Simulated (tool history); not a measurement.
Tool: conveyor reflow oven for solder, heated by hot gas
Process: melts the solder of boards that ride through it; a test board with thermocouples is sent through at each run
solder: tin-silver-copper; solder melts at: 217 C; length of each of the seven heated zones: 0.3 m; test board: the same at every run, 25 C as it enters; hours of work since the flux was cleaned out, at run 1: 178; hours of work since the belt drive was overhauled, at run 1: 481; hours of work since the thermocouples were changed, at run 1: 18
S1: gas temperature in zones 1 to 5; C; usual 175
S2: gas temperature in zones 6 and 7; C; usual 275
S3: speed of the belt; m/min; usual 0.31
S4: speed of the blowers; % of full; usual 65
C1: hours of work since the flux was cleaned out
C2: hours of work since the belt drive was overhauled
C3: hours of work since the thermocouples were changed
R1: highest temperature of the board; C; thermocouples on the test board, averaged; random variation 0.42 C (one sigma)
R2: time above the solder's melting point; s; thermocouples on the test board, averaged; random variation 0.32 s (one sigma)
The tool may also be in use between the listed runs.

run,hour,S1,S2,S3,S4,C1,C2,C3,R1,R2
1,0,175,275,0.31,65,178,481,18,263.3,101.1
2,13.3,175,275,0.31,65,189,491,28,263.6,101.4
3,29.7,175,275,0.31,65,201,504,41,263.2,100.1
4,43.3,175,275,0.31,65,211,514,51,263.9,101.1
5,51.6,175,275,0.31,65,218,520,57,263.7,101.1
6,66.9,175,275,0.31,65,229,532,69,264.2,100.7
7,80.7,175,275,0.31,65,240,543,80,263.1,100.6
# hour 98.2: flux residue cleaned out of gas plates and filters
8,98.4,182,275,0.31,65,0,552,89,265.4,106
9,108.3,175,275,0.31,50,8,560,97,261.5,99.5
10,116.1,175,275,0.31,50,14,566,103,262.6,99.8
11,126.5,175,275,0.31,50,22,574,111,261.4,99.3
12,137.5,175,275,0.31,50,30,582,119,261.7,99.2
13,149.5,175,275,0.31,50,39,591,128,261.8,99.5
14,157.8,175,275,0.31,65,45,598,135,263.7,101.9
15,173,175,275,0.31,65,57,609,146,264,101.5
16,189.2,175,275,0.31,65,69,621,158,264.4,101.8
17,197.3,175,281,0.274,65,75,628,165,272.9,122.7
18,213.9,175,274,0.274,65,88,640,177,266.1,118.2
19,222,181,275,0.31,67,94,646,183,265.2,105.1
20,235.9,181,270,0.288,55,105,657,194,260.1,110
21,246.5,164,289,0.336,72,113,665,202,274,95.8
22,253.9,178,286,0.295,66,118,671,208,276.1,117.3
23,266,187,279,0.31,74,128,680,217,269.8,112.3
24,277.4,170,284,0.302,53,136,689,226,269.6,106.4
25,285.9,177,286,0.269,64,143,695,232,277.4,128.9
26,297.2,169,275,0.31,65,151,704,241,263.1,98.4
27,310.1,169,275,0.31,65,161,713,250,261.9,97.9
28,317.8,169,264,0.31,65,167,719,256,252.4,88.9
29,325.5,178,264,0.313,65,173,725,262,252.9,93.3
30,339.4,172,278,0.31,81,184,736,273,267.4,104.2
31,346.5,172,278,0.31,81,189,741,278,268.4,103.7

4 ways to go on from here, each from the tool as it stands after run 31. What would each give?
A,353.5,180,271,0.31,78,194,746,283,?,?
B,353.5,172,272,0.31,81,194,746,283,?,?
C,353.5,169,288,0.31,51,194,746,283,?,?
D,353.5,166,278,0.31,81,194,746,283,?,?

run,R1,R2
A,261.8,103.4
B,262.6,100.2
C,272.1,105.2
D,267.2,100.3
Without the tool's hidden state the same runs would have given:
run,R1,R2
A,263,102.1
B,263.9,99.2
C,273.1,103.6
D,268.5,99.2
